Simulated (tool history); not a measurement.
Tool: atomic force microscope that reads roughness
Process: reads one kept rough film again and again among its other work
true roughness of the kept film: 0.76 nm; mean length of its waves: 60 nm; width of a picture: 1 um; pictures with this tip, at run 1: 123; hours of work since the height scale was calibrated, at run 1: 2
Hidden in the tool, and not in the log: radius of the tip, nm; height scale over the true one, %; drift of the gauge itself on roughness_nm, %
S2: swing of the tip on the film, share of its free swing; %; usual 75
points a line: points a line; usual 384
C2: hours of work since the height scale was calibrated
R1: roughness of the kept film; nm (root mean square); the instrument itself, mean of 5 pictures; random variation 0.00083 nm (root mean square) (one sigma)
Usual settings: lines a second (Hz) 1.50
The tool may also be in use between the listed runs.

run 1 hour=0.0 | lines_a_second_(Hz)=1.50 S2=75 points_a_line=384 | pictures_with_this_tip=123 C2=2 | R1=0.7025
run 2 hour=13.6 | lines_a_second_(Hz)=1.50 S2=75 points_a_line=384 | pictures_with_this_tip=143 C2=11 | R1=0.7026
run 3 hour=21.3 | lines_a_second_(Hz)=3.15 S2=75 points_a_line=384 | pictures_with_this_tip=153 C2=16 | R1=0.6516
run 4 hour=31.7 | lines_a_second_(Hz)=1.50 S2=75 points_a_line=384 | pictures_with_this_tip=168 C2=23 | R1=0.7029
run 5 hour=43.7 | lines_a_second_(Hz)=1.50 S2=75 points_a_line=384 | pictures_with_this_tip=185 C2=32 | R1=0.7007
run 6 hour=58.9 | lines_a_second_(Hz)=1.50 S2=75 points_a_line=384 | pictures_with_this_tip=206 C2=42 | R1=0.7015
run 7 hour=69.2 | lines_a_second_(Hz)=1.50 S2=75 points_a_line=384 | pictures_with_this_tip=221 C2=49 | R1=0.7015
run 8 hour=79.6 | lines_a_second_(Hz)=1.50 S2=66 points_a_line=384 | pictures_with_this_tip=236 C2=56 | R1=0.7207
run 9 hour=93.3 | lines_a_second_(Hz)=1.50 S2=66 points_a_line=384 | pictures_with_this_tip=255 C2=66 | R1=0.7201
run 10 hour=103.2 | lines_a_second_(Hz)=1.50 S2=75 points_a_line=384 | pictures_with_this_tip=269 C2=72 | R1=0.7001
run 11 hour=117.7 | lines_a_second_(Hz)=1.50 S2=75 points_a_line=384 | pictures_with_this_tip=289 C2=82 | R1=0.6988
run 12 hour=127.2 | lines_a_second_(Hz)=1.50 S2=75 points_a_line=384 | pictures_with_this_tip=303 C2=89 | R1=0.6997
-- hour=135.4 new tip fitted
run 13 hour=142.3 | lines_a_second_(Hz)=1.50 S2=75 points_a_line=384 | pictures_with_this_tip=9 C2=99 | R1=0.7018
run 14 hour=153.6 | lines_a_second_(Hz)=1.50 S2=75 points_a_line=384 | pictures_with_this_tip=25 C2=106 | R1=0.7014
run 15 hour=166.4 | lines_a_second_(Hz)=1.50 S2=75 points_a_line=384 | pictures_with_this_tip=43 C2=115 | R1=0.7014
run 16 hour=179.2 | lines_a_second_(Hz)=1.50 S2=75 points_a_line=384 | pictures_with_this_tip=61 C2=124 | R1=0.7025
run 17 hour=189.8 | lines_a_second_(Hz)=1.50 S2=68 points_a_line=384 | pictures_with_this_tip=76 C2=131 | R1=0.7179
run 18 hour=197.4 | lines_a_second_(Hz)=1.50 S2=83 points_a_line=384 | pictures_with_this_tip=87 C2=136 | R1=0.6775
run 19 hour=211.2 | lines_a_second_(Hz)=1.50 S2=83 points_a_line=384 | pictures_with_this_tip=106 C2=146 | R1=0.6782
run 20 hour=217.6 | lines_a_second_(Hz)=1.50 S2=83 points_a_line=384 | pictures_with_this_tip=115 C2=150 | R1=0.6776
run 21 hour=233.5 | lines_a_second_(Hz)=2.47 S2=75 points_a_line=384 | pictures_with_this_tip=138 C2=161 | R1=0.6727
run 22 hour=240.8 | lines_a_second_(Hz)=1.50 S2=75 points_a_line=317 | pictures_with_this_tip=148 C2=166 | R1=0.7004
run 23 hour=254.6 | lines_a_second_(Hz)=1.50 S2=75 points_a_line=788 | pictures_with_this_tip=168 C2=175 | R1=0.7033
run 24 hour=267.1 | lines_a_second_(Hz)=2.23 S2=60 points_a_line=820 | pictures_with_this_tip=185 C2=184 | R1=0.7208
run 25 hour=278.1 | lines_a_second_(Hz)=1.05 S2=75 points_a_line=384 | pictures_with_this_tip=201 C2=191 | R1=0.7157
run 26 hour=287.7 | lines_a_second_(Hz)=1.05 S2=75 points_a_line=384 | pictures_with_this_tip=214 C2=198 | R1=0.7153
run 27 hour=302.4 | lines_a_second_(Hz)=1.05 S2=75 points_a_line=384 | pictures_with_this_tip=235 C2=208 | R1=0.7156
-- hour=304.3 height scale calibrated on a step standard
run 28 hour=317.2 | lines_a_second_(Hz)=2.24 S2=62 points_a_line=344 | pictures_with_this_tip=254 C2=9 | R1=0.7131
run 29 hour=324.4 | lines_a_second_(Hz)=2.24 S2=62 points_a_line=344 | pictures_with_this_tip=265 C2=14 | R1=0.7143
run 30 hour=332.2 | lines_a_second_(Hz)=1.50 S2=75 points_a_line=508 | pictures_with_this_tip=275 C2=19 | R1=0.6998
-- hour=337.4 height scale calibrated on a step standard, once more
run 31 hour=345.5 | lines_a_second_(Hz)=1.50 S2=75 points_a_line=508 | pictures_with_this_tip=293 C2=6 | R1=0.7008
run 32 hour=355.0 | lines_a_second_(Hz)=0.98 S2=75 points_a_line=508 | pictures_with_this_tip=306 C2=12 | R1=0.7173
-- hour=360.9 new tip fitted
run 33 hour=362.6 | lines_a_second_(Hz)=0.98 S2=75 points_a_line=508 | pictures_with_this_tip=2 C2=17 | R1=0.7210
run 34 hour=376.6 | lines_a_second_(Hz)=0.98 S2=83 points_a_line=508 | pictures_with_this_tip=22 C2=26 | R1=0.7026

Run 35 comes next. What will it give?
run 35 hour=383.8 | lines_a_second_(Hz)=0.98 S2=83 points_a_line=508 | pictures_with_this_tip=32 C2=31 | R1=?

Run 35 gave R1 0.7043 nm (root mean square).
Without the tool's hidden state the same run would have given R1 0.7053 nm (root mean square).

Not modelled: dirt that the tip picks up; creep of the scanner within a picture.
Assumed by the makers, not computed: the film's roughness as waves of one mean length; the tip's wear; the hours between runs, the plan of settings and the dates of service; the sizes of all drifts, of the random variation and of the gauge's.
